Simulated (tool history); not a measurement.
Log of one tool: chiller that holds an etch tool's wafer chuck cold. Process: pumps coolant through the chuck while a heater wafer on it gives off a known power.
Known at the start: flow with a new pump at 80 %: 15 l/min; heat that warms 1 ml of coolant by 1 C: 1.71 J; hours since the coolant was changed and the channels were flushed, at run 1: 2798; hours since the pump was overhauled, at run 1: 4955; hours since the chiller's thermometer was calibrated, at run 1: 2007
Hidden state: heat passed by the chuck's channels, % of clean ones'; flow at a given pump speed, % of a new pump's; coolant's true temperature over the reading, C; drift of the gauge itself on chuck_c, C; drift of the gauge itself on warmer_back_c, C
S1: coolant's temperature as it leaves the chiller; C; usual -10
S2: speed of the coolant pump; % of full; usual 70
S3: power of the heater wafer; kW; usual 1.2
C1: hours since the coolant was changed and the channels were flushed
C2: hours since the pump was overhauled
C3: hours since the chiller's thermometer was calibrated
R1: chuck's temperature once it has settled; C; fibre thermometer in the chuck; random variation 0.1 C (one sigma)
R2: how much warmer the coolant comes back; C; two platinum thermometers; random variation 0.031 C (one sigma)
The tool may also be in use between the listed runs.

{"run": 1, "day": 0.0, "S1": -10, "S2": 70, "S3": 1.2, "C1": 2798, "C2": 4955, "C3": 2007, "R1": 0.8, "R2": 3.2}
{"run": 2, "day": 5.133, "S1": -10, "S2": 70, "S3": 1.2, "C1": 2921, "C2": 5078, "C3": 2130, "R1": 0.9, "R2": 3.22}
{"run": 3, "day": 9.904, "S1": -10, "S2": 70, "S3": 1.2, "C1": 3036, "C2": 5192, "C3": 2245, "R1": 0.9, "R2": 3.21}
{"run": 4, "day": 14.125, "S1": -10, "S2": 70, "S3": 1.2, "C1": 3137, "C2": 5294, "C3": 2346, "R1": 0.6, "R2": 3.2}
{"run": 5, "day": 19.317, "S1": -10, "S2": 96, "S3": 1.2, "C1": 3262, "C2": 5418, "C3": 2471, "R1": -1.5, "R2": 2.36}
{"run": 6, "day": 22.65, "S1": -10, "S2": 96, "S3": 1.2, "C1": 3342, "C2": 5498, "C3": 2551, "R1": -1.4, "R2": 2.32}
{"run": 7, "day": 26.417, "S1": -10, "S2": 70, "S3": 1.2, "C1": 3432, "C2": 5589, "C3": 2641, "R1": 0.7, "R2": 3.24}
{"day": 27.354, "done": "coolant pump overhauled"}
{"run": 8, "day": 29.962, "S1": -10, "S2": 70, "S3": 1.042, "C1": 3512, "C2": 63, "C3": 2721, "R1": -0.7, "R2": 2.76}
{"run": 9, "day": 36.092, "S1": -10, "S2": 70, "S3": 1.042, "C1": 3659, "C2": 210, "C3": 2868, "R1": -0.7, "R2": 2.75}
{"run": 10, "day": 41.175, "S1": -10, "S2": 70, "S3": 1.042, "C1": 3781, "C2": 332, "C3": 2990, "R1": -0.7, "R2": 2.76}
{"run": 11, "day": 45.717, "S1": -10, "S2": 70, "S3": 1.042, "C1": 3890, "C2": 441, "C3": 3099, "R1": -0.6, "R2": 2.77}
{"day": 48.167, "done": "coolant changed, channels flushed"}
{"run": 12, "day": 49.942, "S1": -10, "S2": 70, "S3": 1.042, "C1": 43, "C2": 536, "C3": 3195, "R1": -0.6, "R2": 2.77}
{"run": 13, "day": 53.467, "S1": -10, "S2": 70, "S3": 1.042, "C1": 127, "C2": 621, "C3": 3279, "R1": -0.8, "R2": 2.78}
{"run": 14, "day": 58.988, "S1": -10, "S2": 70, "S3": 1.042, "C1": 260, "C2": 753, "C3": 3412, "R1": -0.7, "R2": 2.76}
{"run": 15, "day": 64.846, "S1": -10, "S2": 70, "S3": 1.042, "C1": 400, "C2": 894, "C3": 3552, "R1": -0.7, "R2": 2.75}
{"run": 16, "day": 70.025, "S1": -10, "S2": 70, "S3": 1.042, "C1": 525, "C2": 1018, "C3": 3677, "R1": -0.7, "R2": 2.85}
{"run": 17, "day": 75.004, "S1": -10, "S2": 70, "S3": 1.042, "C1": 644, "C2": 1138, "C3": 3796, "R1": -0.8, "R2": 2.77}
{"run": 18, "day": 81.104, "S1": -8, "S2": 77, "S3": 0.882, "C1": 791, "C2": 1284, "C3": 3942, "R1": -0.5, "R2": 2.13}
{"run": 19, "day": 85.379, "S1": -8, "S2": 77, "S3": 0.882, "C1": 893, "C2": 1387, "C3": 4045, "R1": -0.7, "R2": 2.18}
{"run": 20, "day": 89.892, "S1": -14, "S2": 64, "S3": 0.882, "C1": 1001, "C2": 1495, "C3": 4153, "R1": -5.6, "R2": 2.54}
{"day": 91.008, "done": "chiller's thermometer calibrated"}
{"run": 21, "day": 92.817, "S1": -14, "S2": 64, "S3": 0.882, "C1": 1071, "C2": 1564, "C3": 43, "R1": -5.5, "R2": 2.56}
{"run": 22, "day": 95.317, "S1": -4, "S2": 75, "S3": 1.237, "C1": 1131, "C2": 1624, "C3": 103, "R1": 6.4, "R2": 3.06}
{"run": 23, "day": 100.521, "S1": -10, "S2": 75, "S3": 1.2, "C1": 1256, "C2": 1749, "C3": 228, "R1": 0.3, "R2": 2.95}
{"run": 24, "day": 105.029, "S1": -10, "S2": 99, "S3": 0.644, "C1": 1364, "C2": 1857, "C3": 337, "R1": -5.5, "R2": 1.21}
{"run": 25, "day": 108.983, "S1": -13, "S2": 70, "S3": 0.883, "C1": 1459, "C2": 1952, "C3": 431, "R1": -5.1, "R2": 2.34}
{"run": 26, "day": 112.883, "S1": -13, "S2": 70, "S3": 0.883, "C1": 1552, "C2": 2046, "C3": 525, "R1": -5, "R2": 2.39}
{"run": 27, "day": 118.333, "S1": -10, "S2": 70, "S3": 0.877, "C1": 1683, "C2": 2176, "C3": 656, "R1": -2.1, "R2": 2.43}
{"run": 28, "day": 124.533, "S1": -10, "S2": 70, "S3": 0.877, "C1": 1832, "C2": 2325, "C3": 805, "R1": -2.3, "R2": 2.41}
{"run": 29, "day": 127.083, "S1": -2, "S2": 78, "S3": 0.799, "C1": 1893, "C2": 2386, "C3": 866, "R1": 4.4, "R2": 1.9}
{"run": 30, "day": 130.75, "S1": -2, "S2": 78, "S3": 0.799, "C1": 1981, "C2": 2474, "C3": 954, "R1": 4.5, "R2": 1.89}
{"run": 31, "day": 135.888, "S1": -2, "S2": 78, "S3": 0.799, "C1": 2104, "C2": 2598, "C3": 1077, "R1": 4.6, "R2": 1.96}
{"run": 32, "day": 140.008, "S1": -10, "S2": 83, "S3": 0.951, "C1": 2203, "C2": 2697, "C3": 1176, "R1": -2.5, "R2": 2.12}

Forecast each of these 4 alternatives for the next run:
{"run": "A", "day": 146.062, "S1": -10, "S2": 97, "S3": 1.448, "C1": 2348, "C2": 2842, "C3": 1321, "R1": "?", "R2": "?"}
{"run": "B", "day": 146.062, "S1": -5, "S2": 81, "S3": 0.951, "C1": 2348, "C2": 2842, "C3": 1321, "R1": "?", "R2": "?"}
{"run": "C", "day": 146.062, "S1": -10, "S2": 63, "S3": 0.826, "C1": 2348, "C2": 2842, "C3": 1321, "R1": "?", "R2": "?"}
{"run": "D", "day": 146.062, "S1": -18, "S2": 72, "S3": 0.951, "C1": 2348, "C2": 2842, "C3": 1321, "R1": "?", "R2": "?"}

run=A R1=0.2 R2=2.73
run=B R1=2.7 R2=2.21
run=C R1=-2.2 R2=2.39
run=D R1=-9.7 R2=2.43
Without the tool's hidden state the same runs would have given:
run=A R1=0.2 R2=2.73
run=B R1=2.6 R2=2.2
run=C R1=-2.2 R2=2.39
run=D R1=-9.7 R2=2.43
